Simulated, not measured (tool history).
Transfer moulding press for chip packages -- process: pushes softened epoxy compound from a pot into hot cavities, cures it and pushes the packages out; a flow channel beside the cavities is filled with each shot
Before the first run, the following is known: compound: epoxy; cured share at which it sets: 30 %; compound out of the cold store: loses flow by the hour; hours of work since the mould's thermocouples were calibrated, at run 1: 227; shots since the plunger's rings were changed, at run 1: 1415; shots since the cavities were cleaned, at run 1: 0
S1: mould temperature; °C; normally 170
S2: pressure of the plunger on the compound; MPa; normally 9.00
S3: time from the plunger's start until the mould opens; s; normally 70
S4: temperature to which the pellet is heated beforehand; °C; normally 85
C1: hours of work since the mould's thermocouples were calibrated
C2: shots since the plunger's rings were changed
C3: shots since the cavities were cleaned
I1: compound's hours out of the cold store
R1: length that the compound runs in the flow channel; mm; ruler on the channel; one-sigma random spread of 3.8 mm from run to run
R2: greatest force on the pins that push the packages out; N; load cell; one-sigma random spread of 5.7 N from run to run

run	day	S1	S2	S3	S4	C1	C2	C3	I1	R1	R2
1	0.000	170	9.00	70	85	227	1415	0	43.4	606	222
2	1.029	170	9.00	70	85	242	1777	362	37.7	619	303
3	2.521	170	9.00	70	85	263	2301	886	43.3	593	334
# day 3.433: cavities cleaned with cleaning compound and waxed
4	3.892	170	9.00	70	85	282	2761	161	15.0	689	276
5	5.517	170	9.00	70	85	305	3332	732	43.1	583	347
# day 6.833: cavities cleaned with cleaning compound and waxed
6	7.546	170	9.00	70	85	333	4023	250	22.4	641	286
7	8.729	170	9.00	70	85	350	4439	666	45.4	565	327
# day 9.733: plunger's sealing rings changed
# day 10.279: cavities cleaned with cleaning compound and waxed
8	10.462	170	7.55	70	85	372	235	65	44.6	566	243
# day 10.729: mould's thermocouples calibrated
9	12.454	170	9.00	87	80	25	906	736	29.2	670	279
10	13.421	170	9.00	87	80	38	1244	1074	42.4	613	286
# day 13.746: cavities cleaned with cleaning compound and waxed
# day 14.238: mould's thermocouples calibrated, once more
11	15.000	170	7.70	56	90	11	1748	411	42.8	562	516
12	16.925	170	7.70	56	90	38	2425	1088	31.9	587	611
# day 17.321: cavities cleaned with cleaning compound and waxed
13	18.421	170	6.92	58	90	59	2929	387	20.9	583	507
14	19.838	170	10.64	76	85	79	3426	884	22.9	720	320

Here are 3 independent what-if runs from the current tool condition. What would each one return?
# day 20.762: cavities cleaned with cleaning compound and waxed
A	21.367	170	8.78	70	85	100	3942	213	13.3	?	?
# day 20.762: cavities cleaned with cleaning compound and waxed
B	21.367	170	10.64	56	85	100	3942	213	41.6	?	?
# day 20.762: cavities cleaned with cleaning compound and waxed
C	21.367	170	10.64	76	81	100	3942	213	24.3	?	?

run	R1	R2
A	679	297
B	631	470
C	690	242
Take away the tool's hidden state, keep each run's random variation, and the runs would have read:
run	R1	R2
A	728	221
B	677	347
C	740	180
